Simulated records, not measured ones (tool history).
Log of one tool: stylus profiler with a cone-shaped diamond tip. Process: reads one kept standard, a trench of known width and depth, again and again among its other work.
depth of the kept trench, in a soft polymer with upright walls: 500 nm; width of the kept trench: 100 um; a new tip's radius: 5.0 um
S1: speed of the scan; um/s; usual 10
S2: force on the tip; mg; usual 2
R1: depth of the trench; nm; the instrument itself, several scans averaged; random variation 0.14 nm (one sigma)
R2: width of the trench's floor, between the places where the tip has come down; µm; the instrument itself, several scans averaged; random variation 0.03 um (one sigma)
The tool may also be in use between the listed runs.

run	day	S1	S2	R1	R2
1	0	10	2	504.42	95.69
2	0.292	10	2	504.41	95.64
3	0.842	10	2	504.18	95.61
4	1.542	10	1.85	504.01	95.65
5	1.975	10	1.85	504.19	95.64
6	2.679	10	1.85	504.21	95.53
7	3.35	10	1.18	502.92	95.57
8	3.704	10	1.18	502.57	95.57
9	4.3	10	1.18	502.89	95.54
10	4.842	10	2.52	505.15	95.55
11	5.525	22	2	504.14	95.47
12	6.142	22	2	504.42	95.45
13	6.529	28	2	504.22	95.46
14	6.883	10	2	504.27	95.51
15	7.408	10	2	504.05	95.51

The next listed run, before its measurement:
16	7.775	10	2	?	?

Run 16 gave R1 504.02 nm, R2 95.52 µm.
Without the tool's hidden state the same run would have given R1 504.42 nm, R2 95.61 µm.
